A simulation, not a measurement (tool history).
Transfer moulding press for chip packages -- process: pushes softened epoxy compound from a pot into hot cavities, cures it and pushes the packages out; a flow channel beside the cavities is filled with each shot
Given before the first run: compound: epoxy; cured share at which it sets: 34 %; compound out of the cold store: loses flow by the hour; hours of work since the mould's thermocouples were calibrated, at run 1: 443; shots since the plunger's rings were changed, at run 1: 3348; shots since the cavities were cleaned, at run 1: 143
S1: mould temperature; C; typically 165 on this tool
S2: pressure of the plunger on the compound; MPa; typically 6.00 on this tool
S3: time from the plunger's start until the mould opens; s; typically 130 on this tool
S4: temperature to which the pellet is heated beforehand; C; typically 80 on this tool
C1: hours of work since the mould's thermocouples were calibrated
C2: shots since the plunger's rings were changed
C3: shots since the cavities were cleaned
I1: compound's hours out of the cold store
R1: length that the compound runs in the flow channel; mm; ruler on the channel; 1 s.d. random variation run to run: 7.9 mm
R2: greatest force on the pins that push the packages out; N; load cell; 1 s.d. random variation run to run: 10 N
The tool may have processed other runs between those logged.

run 1 day=0.000 | S1=165 S2=6.00 S3=130 S4=80 | C1=443 C2=3348 C3=143 | I1=22.9 | R1=852 R2=640
run 2 day=1.804 | S1=165 S2=6.00 S3=130 S4=80 | C1=463 C2=3629 C3=424 | I1=25.3 | R1=837 R2=842
run 3 day=2.671 | S1=165 S2=5.57 S3=130 S4=80 | C1=473 C2=3764 C3=559 | I1=37.2 | R1=784 R2=891
-- day=3.367 cavities cleaned with cleaning compound and waxed
run 4 day=4.021 | S1=165 S2=5.57 S3=130 S4=80 | C1=487 C2=3965 C3=102 | I1=19.7 | R1=820 R2=1185
run 5 day=5.871 | S1=165 S2=7.24 S3=130 S4=80 | C1=508 C2=4253 C3=390 | I1=26.5 | R1=921 R2=1150
-- day=6.842 plunger's sealing rings changed
run 6 day=7.042 | S1=165 S2=6.00 S3=146 S4=80 | C1=520 C2=31 C3=556 | I1=8.2 | R1=943 R2=1010
-- day=7.779 cavities cleaned with cleaning compound and waxed
run 7 day=8.142 | S1=165 S2=6.00 S3=130 S4=80 | C1=532 C2=192 C3=56 | I1=30.4 | R1=877 R2=552
run 8 day=9.788 | S1=165 S2=6.00 S3=130 S4=80 | C1=550 C2=449 C3=313 | I1=37.8 | R1=870 R2=767
run 9 day=11.179 | S1=165 S2=6.00 S3=123 S4=80 | C1=566 C2=666 C3=530 | I1=33.0 | R1=871 R2=974
-- day=11.975 cavities cleaned with cleaning compound and waxed
run 10 day=12.750 | S1=165 S2=6.00 S3=130 S4=80 | C1=582 C2=901 C3=121 | I1=35.4 | R1=857 R2=631
run 11 day=14.200 | S1=165 S2=6.00 S3=130 S4=80 | C1=599 C2=1127 C3=347 | I1=28.3 | R1=880 R2=833
-- day=14.796 cavities cleaned with cleaning compound and waxed, once more
run 12 day=15.125 | S1=165 S2=6.00 S3=130 S4=80 | C1=608 C2=1261 C3=51 | I1=44.9 | R1=836 R2=548
run 13 day=17.029 | S1=165 S2=6.00 S3=130 S4=80 | C1=630 C2=1558 C3=348 | I1=28.3 | R1=865 R2=819
run 14 day=18.004 | S1=165 S2=6.00 S3=130 S4=83 | C1=640 C2=1710 C3=500 | I1=30.6 | R1=858 R2=935
-- day=19.008 cavities cleaned with cleaning compound and waxed
run 15 day=19.679 | S1=159 S2=6.58 S3=166 S4=83 | C1=658 C2=1961 C3=105 | I1=27.1 | R1=935 R2=623
run 16 day=20.771 | S1=159 S2=6.58 S3=166 S4=83 | C1=671 C2=2131 C3=275 | I1=15.8 | R1=968 R2=791
run 17 day=21.750 | S1=170 S2=5.19 S3=111 S4=72 | C1=682 C2=2283 C3=427 | I1=40.6 | R1=742 R2=822
run 18 day=22.850 | S1=168 S2=6.36 S3=111 S4=72 | C1=694 C2=2455 C3=599 | I1=12.2 | R1=899 R2=1042
-- day=23.217 cavities cleaned with cleaning compound and waxed
run 19 day=24.000 | S1=168 S2=6.36 S3=111 S4=72 | C1=706 C2=2624 C3=122 | I1=12.0 | R1=913 R2=708
run 20 day=25.158 | S1=172 S2=6.00 S3=130 S4=80 | C1=719 C2=2805 C3=303 | I1=34.4 | R1=799 R2=642
run 21 day=27.196 | S1=165 S2=4.88 S3=117 S4=85 | C1=742 C2=3122 C3=620 | I1=12.5 | R1=808 R2=1159
-- day=27.496 cavities cleaned with cleaning compound and waxed
-- day=27.696 mould's thermocouples calibrated
run 22 day=28.338 | S1=165 S2=6.00 S3=123 S4=80 | C1=7 C2=3277 C3=118 | I1=27.8 | R1=846 R2=655
run 23 day=29.896 | S1=165 S2=6.00 S3=123 S4=80 | C1=25 C2=3520 C3=361 | I1=16.8 | R1=858 R2=875
run 24 day=30.838 | S1=165 S2=6.00 S3=123 S4=80 | C1=35 C2=3666 C3=507 | I1=23.8 | R1=844 R2=939
-- day=31.858 cavities cleaned with cleaning compound and waxed
run 25 day=32.012 | S1=165 S2=6.00 S3=164 S4=88 | C1=48 C2=3840 C3=24 | I1=16.1 | R1=857 R2=434
run 26 day=33.562 | S1=165 S2=6.00 S3=164 S4=88 | C1=65 C2=4081 C3=265 | I1=17.3 | R1=852 R2=607
run 27 day=34.446 | S1=165 S2=4.96 S3=169 S4=88 | C1=75 C2=4219 C3=403 | I1=44.8 | R1=707 R2=691

Take each entry between the runs: how does the hidden state at the last listed run before it differ from the hidden state at the first listed run after it?
Run 3 -> run 4: cavities cleaned with cleaning compound and waxed (day 3.367)
  true mould temperature over the reading, C: -0.99 -> -1.02; pressure that reaches the compound, % of what is set: 88.64 -> 88.14; grip of the stained cavities, % over clean ones': 84.4 -> 142.5
  measured minus no-state result, R1: -43 -> -47 mm; R2: +429 -> +719 N
Run 5 -> run 6: plunger's sealing rings changed (day 6.842)
  true mould temperature over the reading, C: -1.06 -> -1.09; pressure that reaches the compound, % of what is set: 87.36 -> 99.85; grip of the stained cavities, % over clean ones': 137.3 -> 135.2
  measured minus no-state result, R1: -57 -> +7 mm; R2: +689 -> +593 N
Run 6 -> run 7: cavities cleaned with cleaning compound and waxed (day 7.779)
  true mould temperature over the reading, C: -1.09 -> -1.12; pressure that reaches the compound, % of what is set: 99.85 -> 99.37; grip of the stained cavities, % over clean ones': 135.2 -> 15.5
  measured minus no-state result, R1: +7 -> +4 mm; R2: +593 -> +98 N
Run 9 -> run 10: cavities cleaned with cleaning compound and waxed (day 11.975)
  true mould temperature over the reading, C: -1.2 -> -1.23; pressure that reaches the compound, % of what is set: 98.06 -> 97.41; grip of the stained cavities, % over clean ones': 85.9 -> 29.5
  measured minus no-state result, R1: -1 -> -4 mm; R2: +487 -> +170 N
Run 11 -> run 12: cavities cleaned with cleaning compound and waxed, once more (day 14.796)
  true mould temperature over the reading, C: -1.27 -> -1.29; pressure that reaches the compound, % of what is set: 96.77 -> 96.37; grip of the stained cavities, % over clean ones': 65.6 -> 13.2
  measured minus no-state result, R1: -7 -> -8 mm; R2: +361 -> +92 N
Run 14 -> run 15: cavities cleaned with cleaning compound and waxed (day 19.008)
  true mould temperature over the reading, C: -1.36 -> -1.4; pressure that reaches the compound, % of what is set: 95.11 -> 94.37; grip of the stained cavities, % over clean ones': 80.8 -> 22.2
  measured minus no-state result, R1: -14 -> -17 mm; R2: +449 -> +147 N
Run 18 -> run 19: cavities cleaned with cleaning compound and waxed (day 23.217)
  true mould temperature over the reading, C: -1.48 -> -1.5; pressure that reaches the compound, % of what is set: 93.07 -> 92.58; grip of the stained cavities, % over clean ones': 88 -> 28.7
  measured minus no-state result, R1: -23 -> -26 mm; R2: +535 -> +205 N
Run 21 -> run 22: cavities cleaned with cleaning compound and waxed (day 27.496); mould's thermocouples calibrated (day 27.696)
  true mould temperature over the reading, C: -1.59 -> -0.02; pressure that reaches the compound, % of what is set: 91.24 -> 90.78; grip of the stained cavities, % over clean ones': 91.2 -> 30.2
  measured minus no-state result, R1: -28 -> -42 mm; R2: +622 -> +153 N
Run 24 -> run 25: cavities cleaned with cleaning compound and waxed (day 31.858)
  true mould temperature over the reading, C: -0.08 -> -0.11; pressure that reaches the compound, % of what is set: 89.63 -> 89.16; grip of the stained cavities, % over clean ones': 84.2 -> 7.2
  measured minus no-state result, R1: -47 -> -50 mm; R2: +432 -> +30 N
